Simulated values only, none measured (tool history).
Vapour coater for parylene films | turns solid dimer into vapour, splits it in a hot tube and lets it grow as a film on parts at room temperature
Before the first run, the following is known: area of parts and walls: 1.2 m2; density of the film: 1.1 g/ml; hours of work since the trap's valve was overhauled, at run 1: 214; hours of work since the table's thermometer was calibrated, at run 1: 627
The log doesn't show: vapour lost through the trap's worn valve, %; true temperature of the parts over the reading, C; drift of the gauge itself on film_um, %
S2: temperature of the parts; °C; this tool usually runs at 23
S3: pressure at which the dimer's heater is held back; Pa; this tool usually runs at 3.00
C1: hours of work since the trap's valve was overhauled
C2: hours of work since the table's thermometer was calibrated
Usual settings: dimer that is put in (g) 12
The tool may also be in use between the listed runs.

run 1 hour=0.0 | dimer_that_is_put_in_(g)=12 S2=23 S3=3.00 | C1=214 C2=627 | thickness_of_the_film_(µm)=4.93
run 2 hour=16.6 | dimer_that_is_put_in_(g)=9 S2=23 S3=3.00 | C1=228 C2=640 | thickness_of_the_film_(µm)=3.69
run 3 hour=34.1 | dimer_that_is_put_in_(g)=12 S2=23 S3=3.00 | C1=242 C2=654 | thickness_of_the_film_(µm)=4.86
run 4 hour=51.3 | dimer_that_is_put_in_(g)=12 S2=23 S3=3.00 | C1=256 C2=668 | thickness_of_the_film_(µm)=4.84
run 5 hour=80.4 | dimer_that_is_put_in_(g)=12 S2=23 S3=3.00 | C1=279 C2=691 | thickness_of_the_film_(µm)=4.80
run 6 hour=100.4 | dimer_that_is_put_in_(g)=12 S2=25 S3=3.00 | C1=295 C2=707 | thickness_of_the_film_(µm)=4.55
run 7 hour=122.3 | dimer_that_is_put_in_(g)=12 S2=23 S3=6.21 | C1=313 C2=725 | thickness_of_the_film_(µm)=4.46
run 8 hour=156.3 | dimer_that_is_put_in_(g)=12 S2=23 S3=6.21 | C1=340 C2=752 | thickness_of_the_film_(µm)=4.41
run 9 hour=173.6 | dimer_that_is_put_in_(g)=12 S2=23 S3=6.21 | C1=354 C2=766 | thickness_of_the_film_(µm)=4.39
run 10 hour=205.8 | dimer_that_is_put_in_(g)=12 S2=23 S3=6.21 | C1=380 C2=792 | thickness_of_the_film_(µm)=4.33
-- hour=221.3 trap's valve overhauled
run 11 hour=235.3 | dimer_that_is_put_in_(g)=12 S2=31 S3=3.00 | C1=11 C2=813 | thickness_of_the_film_(µm)=3.88
run 12 hour=272.5 | dimer_that_is_put_in_(g)=12 S2=26 S3=6.77 | C1=41 C2=843 | thickness_of_the_film_(µm)=4.13
-- hour=276.5 table's thermometer calibrated
run 13 hour=309.2 | dimer_that_is_put_in_(g)=12 S2=26 S3=6.77 | C1=70 C2=26 | thickness_of_the_film_(µm)=4.16
run 14 hour=349.5 | dimer_that_is_put_in_(g)=12 S2=26 S3=6.77 | C1=102 C2=59 | thickness_of_the_film_(µm)=4.14
run 15 hour=376.7 | dimer_that_is_put_in_(g)=15 S2=21 S3=6.77 | C1=124 C2=81 | thickness_of_the_film_(µm)=6.24
run 16 hour=402.1 | dimer_that_is_put_in_(g)=12 S2=23 S3=6.47 | C1=144 C2=101 | thickness_of_the_film_(µm)=4.66
run 17 hour=426.6 | dimer_that_is_put_in_(g)=6 S2=25 S3=5.72 | C1=164 C2=121 | thickness_of_the_film_(µm)=2.17
run 18 hour=458.9 | dimer_that_is_put_in_(g)=7 S2=16 S3=6.91 | C1=190 C2=147 | thickness_of_the_film_(µm)=3.46
-- hour=470.5 table's thermometer calibrated, once more
run 19 hour=500.0 | dimer_that_is_put_in_(g)=6 S2=23 S3=6.91 | C1=222 C2=24 | thickness_of_the_film_(µm)=2.22
run 20 hour=519.2 | dimer_that_is_put_in_(g)=6 S2=23 S3=6.91 | C1=238 C2=39 | thickness_of_the_film_(µm)=2.17
run 21 hour=538.7 | dimer_that_is_put_in_(g)=6 S2=23 S3=6.91 | C1=253 C2=55 | thickness_of_the_film_(µm)=2.16

Branching from run 21: 3 alternative next runs. What would each branch give?
run A hour=562.6 | dimer_that_is_put_in_(g)=12 S2=23 S3=4.27 | C1=273 C2=74 | thickness_of_the_film_(µm)=?
run B hour=562.6 | dimer_that_is_put_in_(g)=15 S2=28 S3=2.00 | C1=273 C2=74 | thickness_of_the_film_(µm)=?
run C hour=562.6 | dimer_that_is_put_in_(g)=16 S2=27 S3=7.76 | C1=273 C2=74 | thickness_of_the_film_(µm)=?

run=A thickness_of_the_film_(µm)=4.59
run=B thickness_of_the_film_(µm)=5.35
run=C thickness_of_the_film_(µm)=4.93
Had the tool no hidden state, the same runs would have come out as:
run=A thickness_of_the_film_(µm)=4.88
run=B thickness_of_the_film_(µm)=5.69
run=C thickness_of_the_film_(µm)=5.24
